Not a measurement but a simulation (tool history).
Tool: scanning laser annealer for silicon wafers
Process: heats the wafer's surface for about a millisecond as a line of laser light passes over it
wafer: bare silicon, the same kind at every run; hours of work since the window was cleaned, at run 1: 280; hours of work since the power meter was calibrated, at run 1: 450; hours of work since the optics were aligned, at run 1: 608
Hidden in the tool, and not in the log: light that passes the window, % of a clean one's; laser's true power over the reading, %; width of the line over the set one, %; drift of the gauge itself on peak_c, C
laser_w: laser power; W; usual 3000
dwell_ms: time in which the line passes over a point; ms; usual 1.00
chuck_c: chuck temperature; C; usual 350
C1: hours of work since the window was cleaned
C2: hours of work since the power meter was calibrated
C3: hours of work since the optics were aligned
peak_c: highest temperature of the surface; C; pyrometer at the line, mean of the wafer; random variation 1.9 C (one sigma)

Run 1, hour 0.0: usual settings; C1 280; C2 450; C3 608. Result: peak_c 1082 C.
Run 2, hour 32.5: usual settings; C1 293; C2 463; C3 621. Result: peak_c 1083 C.
Run 3, hour 49.2: usual settings but laser_w 3206 W; C1 300; C2 470; C3 628. Result: peak_c 1147 C.
Run 4, hour 66.0: usual settings; C1 307; C2 477; C3 635. Result: peak_c 1083 C.
Run 5, hour 93.2: usual settings; C1 318; C2 489; C3 646. Result: peak_c 1087 C.
Run 6, hour 117.1: usual settings; C1 328; C2 498; C3 656. Result: peak_c 1084 C.
Run 7, hour 151.4: usual settings; C1 343; C2 513; C3 670. Result: peak_c 1082 C.
Run 8, hour 177.4: usual settings but dwell_ms 0.84 ms; C1 353; C2 523; C3 681. Result: peak_c 1023 C.
Run 9, hour 199.4: usual settings but dwell_ms 0.84 ms; C1 362; C2 532; C3 690. Result: peak_c 1024 C.
Run 10, hour 233.3: usual settings but dwell_ms 0.84 ms; C1 376; C2 547; C3 704. Result: peak_c 1024 C.
Run 11, hour 267.7: usual settings; C1 391; C2 561; C3 718. Result: peak_c 1080 C.
Run 12, hour 303.1: usual settings but laser_w 2707 W; C1 405; C2 575; C3 733. Result: peak_c 990 C.
Run 13, hour 333.7: usual settings but laser_w 2707 W; C1 418; C2 588; C3 746. Result: peak_c 987 C.
Run 14, hour 355.9: usual settings but laser_w 2603 W, dwell_ms 1.21 ms, chuck_c 345 C; C1 427; C2 597; C3 755. Result: peak_c 1008 C.
Run 15, hour 379.2: usual settings but laser_w 2918 W, dwell_ms 1.05 ms, chuck_c 382 C; C1 437; C2 607; C3 765. Result: peak_c 1096 C.
Run 16, hour 419.2: usual settings but laser_w 2918 W, dwell_ms 1.08 ms, chuck_c 382 C; C1 453; C2 623; C3 781. Result: peak_c 1107 C.
Run 17, hour 459.9: usual settings but laser_w 2918 W, dwell_ms 1.08 ms, chuck_c 382 C; C1 470; C2 640; C3 798. Result: peak_c 1106 C.
Run 18, hour 485.7: usual settings but laser_w 2918 W, dwell_ms 1.08 ms, chuck_c 382 C; C1 481; C2 651; C3 809. Result: peak_c 1106 C.
Run 19, hour 516.9: usual settings but laser_w 2918 W, dwell_ms 1.08 ms, chuck_c 382 C; C1 494; C2 664; C3 821. Result: peak_c 1105 C.
Run 20, hour 548.1: usual settings but laser_w 2882 W, dwell_ms 0.86 ms, chuck_c 353 C; C1 507; C2 677; C3 834. Result: peak_c 991 C.
Run 21, hour 579.8: usual settings but laser_w 2965 W, dwell_ms 0.98 ms, chuck_c 353 C; C1 520; C2 690; C3 847. Result: peak_c 1054 C.

Forecast each of these 3 alternatives for the next run:
Run A, hour 599.4: usual settings but laser_w 2946 W, dwell_ms 0.82 ms, chuck_c 320 C; C1 528; C2 698; C3 856. Result: peak_c ?.
Run B, hour 599.4: usual settings but laser_w 3139 W, dwell_ms 0.98 ms, chuck_c 389 C; C1 528; C2 698; C3 856. Result: peak_c ?.
Run C, hour 599.4: usual settings but dwell_ms 0.79 ms, chuck_c 387 C; C1 528; C2 698; C3 856. Result: peak_c ?.

run  peak_c
  A     962
  B    1142
  C    1032
Without the tool's hidden state the same runs would have given:
run  peak_c
  A    1008
  B    1196
  C    1078

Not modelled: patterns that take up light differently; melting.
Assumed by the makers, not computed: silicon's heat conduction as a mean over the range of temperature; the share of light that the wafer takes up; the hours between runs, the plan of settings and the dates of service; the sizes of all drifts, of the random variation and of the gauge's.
